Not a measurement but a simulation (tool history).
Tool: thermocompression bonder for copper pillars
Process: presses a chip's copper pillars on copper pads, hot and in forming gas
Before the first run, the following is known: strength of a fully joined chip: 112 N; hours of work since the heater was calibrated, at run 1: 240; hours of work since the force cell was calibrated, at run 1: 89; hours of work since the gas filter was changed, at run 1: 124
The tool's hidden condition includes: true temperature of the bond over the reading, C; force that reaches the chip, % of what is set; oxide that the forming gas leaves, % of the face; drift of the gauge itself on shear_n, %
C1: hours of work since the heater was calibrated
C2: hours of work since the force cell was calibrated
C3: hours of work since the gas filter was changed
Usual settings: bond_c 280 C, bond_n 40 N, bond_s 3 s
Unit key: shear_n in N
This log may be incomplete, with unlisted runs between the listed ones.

{"run": 1, "hour": 0.0, "bond_c": 280, "bond_n": 40, "bond_s": 3, "C1": 240, "C2": 89, "C3": 124, "shear_n": 44.4}
{"run": 2, "hour": 4.2, "bond_c": 280, "bond_n": 40, "bond_s": 3, "C1": 243, "C2": 92, "C3": 126, "shear_n": 42.7}
{"run": 3, "hour": 9.8, "bond_c": 280, "bond_n": 40, "bond_s": 3, "C1": 246, "C2": 95, "C3": 129, "shear_n": 44.2}
{"run": 4, "hour": 16.3, "bond_c": 280, "bond_n": 40, "bond_s": 3, "C1": 249, "C2": 98, "C3": 133, "shear_n": 44.3}
{"run": 5, "hour": 24.0, "bond_c": 280, "bond_n": 40, "bond_s": 3, "C1": 253, "C2": 102, "C3": 137, "shear_n": 43.8}
{"run": 6, "hour": 28.8, "bond_c": 280, "bond_n": 40, "bond_s": 3, "C1": 256, "C2": 105, "C3": 139, "shear_n": 43.7}
{"run": 7, "hour": 34.4, "bond_c": 280, "bond_n": 40, "bond_s": 3, "C1": 259, "C2": 108, "C3": 142, "shear_n": 43.6}
{"run": 8, "hour": 40.3, "bond_c": 280, "bond_n": 40, "bond_s": 3, "C1": 262, "C2": 111, "C3": 146, "shear_n": 43.6}
{"run": 9, "hour": 49.8, "bond_c": 280, "bond_n": 40, "bond_s": 3, "C1": 267, "C2": 116, "C3": 151, "shear_n": 44.7}
{"run": 10, "hour": 56.0, "bond_c": 251, "bond_n": 40, "bond_s": 3, "C1": 271, "C2": 119, "C3": 154, "shear_n": 32.6}
{"run": 11, "hour": 65.8, "bond_c": 303, "bond_n": 40, "bond_s": 3, "C1": 276, "C2": 125, "C3": 159, "shear_n": 53.9}
{"run": 12, "hour": 73.1, "bond_c": 280, "bond_n": 40, "bond_s": 3, "C1": 280, "C2": 129, "C3": 163, "shear_n": 44.2}
{"run": 13, "hour": 80.5, "bond_c": 280, "bond_n": 48, "bond_s": 3, "C1": 284, "C2": 133, "C3": 167, "shear_n": 49}
{"run": 14, "hour": 88.7, "bond_c": 280, "bond_n": 48, "bond_s": 7, "C1": 288, "C2": 137, "C3": 172, "shear_n": 65.6}
{"run": 15, "hour": 97.5, "bond_c": 280, "bond_n": 40, "bond_s": 3, "C1": 293, "C2": 142, "C3": 176, "shear_n": 44.7}
{"run": 16, "hour": 104.9, "bond_c": 280, "bond_n": 40, "bond_s": 3, "C1": 297, "C2": 146, "C3": 180, "shear_n": 45.2}
{"run": 17, "hour": 114.9, "bond_c": 280, "bond_n": 40, "bond_s": 3, "C1": 302, "C2": 151, "C3": 186, "shear_n": 44.2}
{"run": 18, "hour": 122.9, "bond_c": 280, "bond_n": 40, "bond_s": 3, "C1": 307, "C2": 156, "C3": 190, "shear_n": 44.2}
{"run": 19, "hour": 130.3, "bond_c": 280, "bond_n": 40, "bond_s": 3, "C1": 311, "C2": 159, "C3": 194, "shear_n": 43.2}
{"run": 20, "hour": 137.8, "bond_c": 280, "bond_n": 40, "bond_s": 3, "C1": 315, "C2": 164, "C3": 198, "shear_n": 44.4}
{"run": 21, "hour": 143.1, "bond_c": 253, "bond_n": 40, "bond_s": 2, "C1": 317, "C2": 166, "C3": 201, "shear_n": 28.3}
{"run": 22, "hour": 152.7, "bond_c": 304, "bond_n": 28, "bond_s": 2, "C1": 323, "C2": 172, "C3": 206, "shear_n": 38.9}
{"run": 23, "hour": 157.2, "bond_c": 304, "bond_n": 28, "bond_s": 2, "C1": 325, "C2": 174, "C3": 209, "shear_n": 38.4}
{"run": 24, "hour": 161.6, "bond_c": 256, "bond_n": 37, "bond_s": 6, "C1": 327, "C2": 176, "C3": 211, "shear_n": 43.3}
{"run": 25, "hour": 171.5, "bond_c": 256, "bond_n": 37, "bond_s": 6, "C1": 333, "C2": 182, "C3": 216, "shear_n": 42.8}
{"run": 26, "hour": 176.3, "bond_c": 260, "bond_n": 39, "bond_s": 3, "C1": 335, "C2": 184, "C3": 219, "shear_n": 34.7}
{"run": 27, "hour": 186.1, "bond_c": 260, "bond_n": 39, "bond_s": 3, "C1": 341, "C2": 190, "C3": 224, "shear_n": 34.8}
{"run": 28, "hour": 190.9, "bond_c": 264, "bond_n": 38, "bond_s": 3, "C1": 343, "C2": 192, "C3": 227, "shear_n": 35.3}
{"run": 29, "hour": 196.5, "bond_c": 264, "bond_n": 44, "bond_s": 3, "C1": 346, "C2": 195, "C3": 230, "shear_n": 39.7}
{"run": 30, "hour": 204.6, "bond_c": 267, "bond_n": 40, "bond_s": 2, "C1": 351, "C2": 200, "C3": 234, "shear_n": 33.7}
{"run": 31, "hour": 211.0, "bond_c": 280, "bond_n": 45, "bond_s": 5, "C1": 354, "C2": 203, "C3": 238, "shear_n": 56.3}
{"run": 32, "hour": 220.3, "bond_c": 261, "bond_n": 26, "bond_s": 8, "C1": 359, "C2": 208, "C3": 243, "shear_n": 42.3}
{"run": 33, "hour": 226.0, "bond_c": 280, "bond_n": 40, "bond_s": 8, "C1": 362, "C2": 211, "C3": 246, "shear_n": 61.1}
{"run": 34, "hour": 236.0, "bond_c": 284, "bond_n": 48, "bond_s": 8, "C1": 368, "C2": 216, "C3": 251, "shear_n": 69.2}
{"run": 35, "hour": 245.6, "bond_c": 265, "bond_n": 40, "bond_s": 7, "C1": 373, "C2": 222, "C3": 256, "shear_n": 52.6}
{"run": 36, "hour": 249.9, "bond_c": 265, "bond_n": 40, "bond_s": 7, "C1": 375, "C2": 224, "C3": 259, "shear_n": 52.7}
{"run": 37, "hour": 259.1, "bond_c": 270, "bond_n": 40, "bond_s": 3, "C1": 380, "C2": 229, "C3": 264, "shear_n": 37.7}
{"run": 38, "hour": 268.7, "bond_c": 270, "bond_n": 40, "bond_s": 3, "C1": 385, "C2": 234, "C3": 269, "shear_n": 40.3}
{"run": 39, "hour": 276.2, "bond_c": 252, "bond_n": 36, "bond_s": 2, "C1": 389, "C2": 238, "C3": 273, "shear_n": 26}
{"run": 40, "hour": 283.2, "bond_c": 280, "bond_n": 32, "bond_s": 6, "C1": 393, "C2": 242, "C3": 277, "shear_n": 50.2}

3 options for the next run, each taken on its own from the tool as it stands now. Forecast them:
{"run": "A", "hour": 289.0, "bond_c": 280, "bond_n": 36, "bond_s": 4, "C1": 396, "C2": 245, "C3": 280, "shear_n": "?"}
{"run": "B", "hour": 289.0, "bond_c": 298, "bond_n": 33, "bond_s": 2, "C1": 396, "C2": 245, "C3": 280, "shear_n": "?"}
{"run": "C", "hour": 289.0, "bond_c": 273, "bond_n": 40, "bond_s": 4, "C1": 396, "C2": 245, "C3": 280, "shear_n": "?"}

run=A shear_n=46.5
run=B shear_n=39.5
run=C shear_n=48
Stripped of hidden state, with their random variation kept, the same runs would have yielded:
run=A shear_n=46.7
run=B shear_n=39.7
run=C shear_n=48.2
